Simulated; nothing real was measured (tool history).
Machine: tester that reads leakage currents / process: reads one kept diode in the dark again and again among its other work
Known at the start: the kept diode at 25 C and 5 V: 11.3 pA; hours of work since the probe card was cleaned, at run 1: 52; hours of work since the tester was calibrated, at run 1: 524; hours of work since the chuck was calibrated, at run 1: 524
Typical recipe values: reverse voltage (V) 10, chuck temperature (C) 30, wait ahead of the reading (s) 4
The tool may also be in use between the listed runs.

| run | hour | reverse voltage (V) | chuck temperature (C) | wait ahead of the reading (s) | hours of work since the probe card was cleaned | hours of work since the tester was calibrated | hours of work since the chuck was calibrated | current that the tester gives (pA) |
|---|---|---|---|---|---|---|---|---|
| 1 | 0 | 10 | 30 | 4 | 52 | 524 | 524 | 26.71 |
| 2 | 38.9 | 1.3 | 30 | 4 | 79 | 550 | 550 | 8.09 |
| 3 | 69 | 10 | 30 | 4 | 100 | 571 | 571 | 26.8 |
| 4 | 110.3 | 10 | 30 | 4 | 128 | 599 | 599 | 26.79 |
| 5 | 139.7 | 10 | 30 | 4 | 148 | 619 | 619 | 26.74 |
| 6 | 170.1 | 10 | 30 | 0.67 | 169 | 640 | 640 | 30.75 |
| 7 | 211.6 | 10 | 30 | 3.11 | 198 | 669 | 669 | 26.87 |
| 8 | 230 | 10 | 30 | 3.11 | 210 | 681 | 681 | 26.97 |
| 9 | 259.4 | 10 | 30 | 3.11 | 230 | 702 | 702 | 27.09 |
| 10 | 292.5 | 10 | 30 | 3.11 | 253 | 724 | 724 | 27.14 |
| 11 | 325.1 | 10 | 30 | 4 | 275 | 747 | 747 | 26.77 |
| 12 | 359.3 | 7.3 | 54 | 0.78 | 299 | 770 | 770 | 139.82 |
| 13 | 383 | 16.6 | 54 | 5.01 | 315 | 786 | 786 | 220.32 |
| 14 | 400.7 | 16.6 | 54 | 5.01 | 327 | 799 | 799 | 221.79 |
| 15 | 435.6 | 7.6 | 54 | 5.01 | 351 | 823 | 823 | 139.74 |
| 16 | 477.5 | 7.6 | 54 | 0.34 | 380 | 851 | 851 | 146.22 |
| 17 | 506.3 | 2.5 | 32 | 4 | 400 | 871 | 871 | 13.84 |
| 18 | 528.6 | 2.6 | 32 | 3.12 | 415 | 886 | 886 | 14.38 |
| 19 | 567.8 | 2.6 | 32 | 3.12 | 442 | 913 | 913 | 14.14 |
| 20 | 599.4 | 12.7 | 50 | 4 | 464 | 935 | 935 | 141.76 |

The next listed run, before its measurement:
| 21 | 617.3 | 1.4 | 50 | 4 | 476 | 947 | 947 | ? |

current that the tester gives (pA): 39.18
Had the tool carried no hidden state, the very same run would have given current that the tester gives (pA) 39.19.
